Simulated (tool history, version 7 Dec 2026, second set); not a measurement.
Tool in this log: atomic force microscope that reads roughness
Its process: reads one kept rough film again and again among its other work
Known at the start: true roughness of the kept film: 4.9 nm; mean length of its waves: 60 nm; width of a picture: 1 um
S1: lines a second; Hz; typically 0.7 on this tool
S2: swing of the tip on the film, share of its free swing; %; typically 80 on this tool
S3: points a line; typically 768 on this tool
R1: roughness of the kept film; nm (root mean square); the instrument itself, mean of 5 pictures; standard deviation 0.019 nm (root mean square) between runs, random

run,hour,S1,S2,S3,R1
1,0,0.7,80,768,4.58
2,31.7,0.7,80,768,4.525
3,70.3,0.7,80,768,4.393
4,89.3,0.7,82,768,4.419
# hour 97.8: new tip fitted
5,106.3,0.7,80,407,4.608
6,137.6,0.7,80,407,4.499
7,170.2,0.7,80,768,4.415
# hour 195.6: new tip fitted
8,205.8,0.7,80,768,4.546
9,230.6,1.203,80,768,4.423
# hour 235.2: height scale calibrated on a step standard
10,248,1.203,80,768,4.393
11,269.7,1.203,80,768,4.308
# hour 294.7: new tip fitted
12,294.7,3.604,80,768,4.15
13,312,3.604,84,768,3.964
14,339.1,3.604,84,768,3.936
15,362.5,2.03,57,1006,4.496
# hour 369.5: height scale calibrated on a step standard, once more
# hour 393: new tip fitted
16,398.9,1.774,57,269,4.619
17,417,1.774,57,368,4.54
18,445,1.774,57,368,4.509
19,473.7,0.622,80,768,4.369
# hour 492.1: new tip fitted
20,506.1,0.7,80,725,4.513
21,525.4,2.438,65,853,4.417
22,548.2,2.056,82,388,4.173
23,584.3,0.7,68,668,4.421
# hour 592: new tip fitted
24,607,1.234,79,279,4.432
25,641.7,1.771,73,768,4.364
26,668.8,1.771,73,768,4.284

Here are 4 independent what-if runs from the current tool condition. What would each one return?
# hour 690.2: new tip fitted
A,693.7,0.7,78,768,?
# hour 690.2: new tip fitted
B,693.7,2.839,73,768,?
# hour 690.2: new tip fitted
C,693.7,1.771,73,768,?
# hour 690.2: new tip fitted
D,693.7,0.882,59,768,?

run,R1
A,4.571
B,4.387
C,4.481
D,4.642
With the hidden condition removed and each run's random variation left untouched, the same runs would have given:
run,R1
A,4.587
B,4.402
C,4.497
D,4.659
